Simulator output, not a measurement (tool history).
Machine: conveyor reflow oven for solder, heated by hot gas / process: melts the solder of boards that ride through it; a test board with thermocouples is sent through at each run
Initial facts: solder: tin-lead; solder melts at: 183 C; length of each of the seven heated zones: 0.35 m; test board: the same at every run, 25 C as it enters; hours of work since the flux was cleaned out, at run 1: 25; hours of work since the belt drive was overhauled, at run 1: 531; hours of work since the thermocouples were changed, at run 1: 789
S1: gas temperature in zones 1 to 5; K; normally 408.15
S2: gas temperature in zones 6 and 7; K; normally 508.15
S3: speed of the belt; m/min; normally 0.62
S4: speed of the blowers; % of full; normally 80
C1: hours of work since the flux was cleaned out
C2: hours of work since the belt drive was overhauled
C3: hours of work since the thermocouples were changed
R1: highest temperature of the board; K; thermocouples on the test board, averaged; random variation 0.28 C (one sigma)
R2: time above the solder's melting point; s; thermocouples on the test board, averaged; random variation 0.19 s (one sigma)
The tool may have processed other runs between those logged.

| run | day | S1 | S2 | S3 | S4 | C1 | C2 | C3 | R1 | R2 |
|---|---|---|---|---|---|---|---|---|---|---|
| 1 | 0 | 408.15 | 508.15 | 0.62 | 80 | 25 | 531 | 789 | 490.15 | 50.3 |
| 2 | 0.738 | 408.15 | 508.15 | 0.62 | 52 | 34 | 540 | 798 | 484.45 | 44.8 |
| 3 | 1.438 | 408.15 | 508.15 | 0.62 | 52 | 42 | 548 | 806 | 484.05 | 44.6 |
| 4 | 2.696 | 395.15 | 508.15 | 0.62 | 52 | 56 | 563 | 820 | 481.45 | 38.2 |
| 5 | 3.442 | 395.15 | 508.15 | 0.62 | 52 | 65 | 571 | 829 | 480.95 | 38.6 |
| 6 | 4.204 | 395.15 | 508.15 | 0.62 | 52 | 74 | 580 | 838 | 481.15 | 38.5 |
| 7 | 5.383 | 408.15 | 508.15 | 0.62 | 80 | 88 | 594 | 852 | 489.75 | 50.2 |
| 8 | 6.383 | 396.15 | 508.15 | 0.62 | 80 | 99 | 605 | 863 | 487.15 | 44.8 |
| 9 | 6.983 | 399.15 | 508.15 | 0.62 | 80 | 106 | 612 | 870 | 487.25 | 46.1 |
| 10 | 8.004 | 408.15 | 508.15 | 0.62 | 80 | 118 | 624 | 882 | 488.95 | 49.6 |
| 11 | 8.846 | 408.15 | 508.15 | 0.62 | 80 | 128 | 634 | 892 | 488.75 | 49.8 |
| 12 | 9.862 | 408.15 | 508.15 | 0.62 | 80 | 139 | 645 | 903 | 488.75 | 49.6 |
| 13 | 10.554 | 408.15 | 508.15 | 0.62 | 80 | 147 | 653 | 911 | 488.65 | 49.6 |
| 14 | 11.417 | 408.15 | 508.15 | 0.62 | 80 | 157 | 663 | 921 | 488.65 | 49.5 |
| 15 | 12.221 | 408.15 | 508.15 | 0.62 | 80 | 167 | 673 | 931 | 489.05 | 49.1 |
| 16 | 13.188 | 422.15 | 508.15 | 0.62 | 80 | 178 | 684 | 942 | 491.05 | 56 |
| 17 | 14.325 | 403.15 | 508.15 | 0.659 | 86 | 191 | 697 | 955 | 486.35 | 43.4 |
|  | 14.608 | belt drive overhauled, speed set with a stopwatch |
| 18 | 15.083 | 403.15 | 508.15 | 0.589 | 86 | 198 | 5 | 962 | 489.65 | 52.6 |
| 19 | 15.829 | 414.15 | 519.15 | 0.62 | 88 | 206 | 14 | 970 | 500.15 | 59 |
| 20 | 16.475 | 414.15 | 519.15 | 0.62 | 88 | 214 | 22 | 978 | 499.65 | 58.9 |
|  | 17.221 | belt drive overhauled, speed set with a stopwatch, once more |
| 21 | 17.938 | 408.15 | 521.15 | 0.62 | 80 | 229 | 8 | 993 | 497.85 | 54.3 |
| 22 | 19.138 | 408.15 | 510.15 | 0.635 | 80 | 243 | 22 | 1007 | 488.15 | 46.5 |
| 23 | 20.042 | 408.15 | 508.15 | 0.587 | 73 | 253 | 33 | 1017 | 487.55 | 50.4 |
| 24 | 21.321 | 415.15 | 508.15 | 0.62 | 80 | 268 | 47 | 1032 | 488.15 | 50.1 |
| 25 | 22.667 | 396.15 | 508.15 | 0.62 | 80 | 284 | 63 | 1048 | 484.45 | 41.7 |
| 26 | 23.812 | 396.15 | 508.15 | 0.689 | 80 | 297 | 76 | 1061 | 479.95 | 33.4 |
| 27 | 24.842 | 396.15 | 508.15 | 0.689 | 80 | 309 | 88 | 1073 | 480.05 | 33.8 |
| 28 | 26.029 | 396.15 | 511.15 | 0.638 | 60 | 322 | 102 | 1086 | 481.35 | 37.2 |
| 29 | 26.875 | 396.15 | 511.15 | 0.638 | 60 | 332 | 112 | 1096 | 481.55 | 37.2 |
| 30 | 27.892 | 421.15 | 500.15 | 0.62 | 80 | 344 | 123 | 1108 | 481.95 | 47.6 |
| 31 | 28.483 | 422.15 | 522.15 | 0.585 | 83 | 351 | 130 | 1115 | 502.55 | 64.8 |

Take each entry between the runs: how does the hidden state at the last listed run before it differ from the hidden state at the first listed run after it?
Between runs 17 and 18: belt drive overhauled, speed set with a stopwatch (day 14.608)
  heat that the gas passes to the board, % of a clean oven's: 93.2 -> 93.1; belt's true speed, % of the reading: 97.94 -> 97.25; true gas temperature in zones 6 and 7 over the reading, C: -3.08 -> -3.1
  measured value less the no-hidden-state value, R1: -4.1 -> -3.9 K; R2: -2.2 -> -1.3 s
Between runs 20 and 21: belt drive overhauled, speed set with a stopwatch, once more (day 17.221)
  heat that the gas passes to the board, % of a clean oven's: 92.6 -> 92.3; belt's true speed, % of the reading: 97.21 -> 100; true gas temperature in zones 6 and 7 over the reading, C: -3.15 -> -3.2
  measured value less the no-hidden-state value, R1: -4.1 -> -5.3 K; R2: -0.3 -> -2.9 s
